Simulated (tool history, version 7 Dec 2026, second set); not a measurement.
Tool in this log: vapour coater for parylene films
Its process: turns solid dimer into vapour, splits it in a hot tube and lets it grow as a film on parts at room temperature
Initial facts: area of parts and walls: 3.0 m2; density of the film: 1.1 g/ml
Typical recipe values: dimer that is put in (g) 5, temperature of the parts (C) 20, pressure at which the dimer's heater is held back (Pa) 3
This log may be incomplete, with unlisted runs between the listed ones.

run	hour	dimer that is put in (g)	temperature of the parts (C)	pressure at which the dimer's heater is held back (Pa)	thickness of the film (um)
1	0	5	20	3	1.178
2	24.4	4	20	3	0.941
3	51.4	4	20	3	0.948
4	77.8	4	20	3	0.945
# hour 94.1: trap's valve overhauled
5	114.8	4	20	3	0.947
6	143.9	4	20	3	0.945
7	162.1	4	20	3	0.945
8	199.8	4	20	3	0.957
9	223.1	5	20	3	1.191
10	261.3	5	20	4.61	1.08
11	290.9	5	20	4.61	1.091
12	319.6	5	20	4.61	1.095
13	338.7	5	20	4.61	1.08
14	369.2	5	20	4.61	1.095
15	395.9	5	20	4.61	1.082
# hour 406.4: trap's valve overhauled
16	442.4	5	20	4.61	1.087
17	463.5	5	20	3	1.191
18	499.9	5	20	3	1.19
19	537	5	20	3	1.203
20	559.6	5	17	3	1.236
21	579.2	5	20	2.47	1.225
22	620.5	5	20	2.47	1.235
23	640	5	25	2.47	1.138
24	679.2	5	25	2.47	1.135
25	707.7	4	29	2.19	0.882
# hour 717.4: trap's valve overhauled
26	753.3	4	29	2.19	0.873
27	785.6	5	20	10.61	0.922
28	808.6	7	25	11.67	1.162
29	836.7	3	20	11.58	0.532
30	872.6	3	20	11.58	0.54
31	903.8	7	23	2.53	1.638
32	926.7	7	19	11.42	1.28
33	966.2	5	30	3.91	0.953
34	990.4	5	30	3.91	0.958
# hour 1028.4: trap's valve overhauled
35	1031.8	6	29	2.52	1.275

For run 36, what comes out?
36	1054.9	6	29	2.52	?

Run 36 yielded thickness of the film (um) 1.263.
With the hidden condition absent and the run-to-run variation left alone, this run would have shown thickness of the film (um) 1.263.
